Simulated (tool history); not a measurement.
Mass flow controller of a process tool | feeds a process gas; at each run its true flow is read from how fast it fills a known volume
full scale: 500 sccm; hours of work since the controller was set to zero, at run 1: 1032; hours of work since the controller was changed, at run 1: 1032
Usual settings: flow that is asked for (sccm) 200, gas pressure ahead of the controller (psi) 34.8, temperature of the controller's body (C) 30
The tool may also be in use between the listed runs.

| run | hour | flow that is asked for (sccm) | gas pressure ahead of the controller (psi) | temperature of the controller's body (C) | hours of work since the controller was set to zero | hours of work since the controller was changed | true flow (%) |
|---|---|---|---|---|---|---|---|
| 1 | 0.0 | 200 | 34.8 | 30 | 1032 | 1032 | 98.15 |
| 2 | 91.2 | 200 | 24.9 | 30 | 1086 | 1086 | 98.60 |
| 3 | 199.8 | 200 | 34.8 | 30 | 1151 | 1151 | 97.97 |
| 4 | 357.1 | 200 | 34.8 | 38 | 1244 | 1244 | 98.22 |
| 5 | 489.2 | 200 | 34.8 | 30 | 1322 | 1322 | 97.80 |
| 6 | 616.4 | 200 | 34.8 | 22 | 1398 | 1398 | 97.60 |
| 7 | 719.2 | 200 | 34.8 | 22 | 1459 | 1459 | 97.44 |
| 8 | 786.9 | 200 | 34.8 | 22 | 1499 | 1499 | 97.51 |
| 9 | 938.0 | 200 | 34.8 | 22 | 1589 | 1589 | 97.39 |
| 10 | 1090.4 | 200 | 37.4 | 22 | 1679 | 1679 | 97.19 |
| 11 | 1178.8 | 200 | 37.4 | 22 | 1731 | 1731 | 97.12 |
| 12 | 1247.1 | 200 | 37.4 | 22 | 1772 | 1772 | 97.13 |
| 13 | 1403.9 | 200 | 34.8 | 28 | 1865 | 1865 | 97.31 |
| 14 | 1536.3 | 200 | 34.8 | 28 | 1943 | 1943 | 97.40 |
| 15 | 1667.9 | 200 | 34.8 | 31 | 2021 | 2021 | 97.22 |
| 16 | 1743.4 | 213 | 34.8 | 30 | 2066 | 2066 | 97.24 |
| 17 | 1813.1 | 200 | 29.9 | 30 | 2108 | 2108 | 97.38 |
| 18 | 1904.0 | 175 | 34.8 | 30 | 2161 | 2161 | 96.93 |
| 19 | 1997.0 | 175 | 34.8 | 30 | 2217 | 2217 | 96.93 |
| 20 | 2141.2 | 175 | 34.8 | 30 | 2302 | 2302 | 96.79 |
| 21 | 2271.4 | 175 | 34.8 | 30 | 2379 | 2379 | 96.75 |
| 22 | 2373.7 | 175 | 34.8 | 30 | 2440 | 2440 | 96.66 |
| 23 | 2530.4 | 175 | 34.8 | 30 | 2533 | 2533 | 96.57 |
| 24 | 2685.1 | 200 | 34.8 | 23 | 2625 | 2625 | 96.63 |
|  | 2694.1 | controller's zero set anew |
| 25 | 2792.8 | 200 | 34.8 | 23 | 59 | 2688 | 96.24 |
| 26 | 2874.9 | 200 | 39.7 | 33 | 107 | 2737 | 96.43 |
| 27 | 2952.1 | 401 | 20.7 | 33 | 153 | 2783 | 98.52 |
| 28 | 3027.2 | 247 | 20.7 | 33 | 198 | 2827 | 97.57 |
| 29 | 3094.1 | 103 | 20.7 | 21 | 237 | 2867 | 94.78 |
| 30 | 3171.9 | 103 | 20.7 | 21 | 283 | 2913 | 94.46 |
| 31 | 3322.2 | 71 | 29.7 | 30 | 373 | 3002 | 92.36 |
| 32 | 3429.4 | 239 | 34.8 | 30 | 436 | 3066 | 96.46 |
|  | 3461.0 | controller's zero set anew, once more |
| 33 | 3497.9 | 273 | 27.4 | 26 | 22 | 3106 | 98.38 |
| 34 | 3631.7 | 273 | 27.4 | 26 | 101 | 3186 | 98.39 |
| 35 | 3780.6 | 273 | 27.4 | 26 | 190 | 3274 | 98.22 |
| 36 | 3873.9 | 64 | 27.4 | 20 | 245 | 3329 | 97.02 |
| 37 | 3998.8 | 220 | 27.4 | 30 | 319 | 3403 | 98.06 |
| 38 | 4065.1 | 110 | 20.3 | 29 | 358 | 3443 | 97.82 |
| 39 | 4141.9 | 489 | 34.8 | 30 | 404 | 3488 | 98.48 |
| 40 | 4241.7 | 366 | 22.3 | 30 | 463 | 3547 | 98.69 |
| 41 | 4382.3 | 61 | 31.0 | 21 | 546 | 3631 | 96.28 |
| 42 | 4468.5 | 63 | 27.0 | 30 | 598 | 3682 | 96.67 |
| 43 | 4623.3 | 63 | 27.0 | 30 | 689 | 3774 | 96.49 |
| 44 | 4773.4 | 191 | 38.3 | 22 | 778 | 3863 | 96.77 |
| 45 | 4847.2 | 193 | 23.9 | 39 | 822 | 3906 | 98.11 |
| 46 | 4930.5 | 50 | 35.2 | 23 | 872 | 3956 | 95.09 |
| 47 | 5002.1 | 50 | 35.2 | 23 | 914 | 3998 | 95.02 |

3 ways to go on from here, each from the tool as it stands after run 47. What would each give?
| A | 5123.3 | 75 | 31.6 | 29 | 986 | 4070 | ? |
| B | 5123.3 | 125 | 26.7 | 26 | 986 | 4070 | ? |
| C | 5123.3 | 200 | 35.0 | 32 | 986 | 4070 | ? |

| run | true flow (%) |
|---|---|
| A | 95.98 |
| B | 96.85 |
| C | 97.20 |
Without the tool's hidden state the same runs would have given:
| run | true flow (%) |
|---|---|
| A | 98.89 |
| B | 99.16 |
| C | 99.17 |
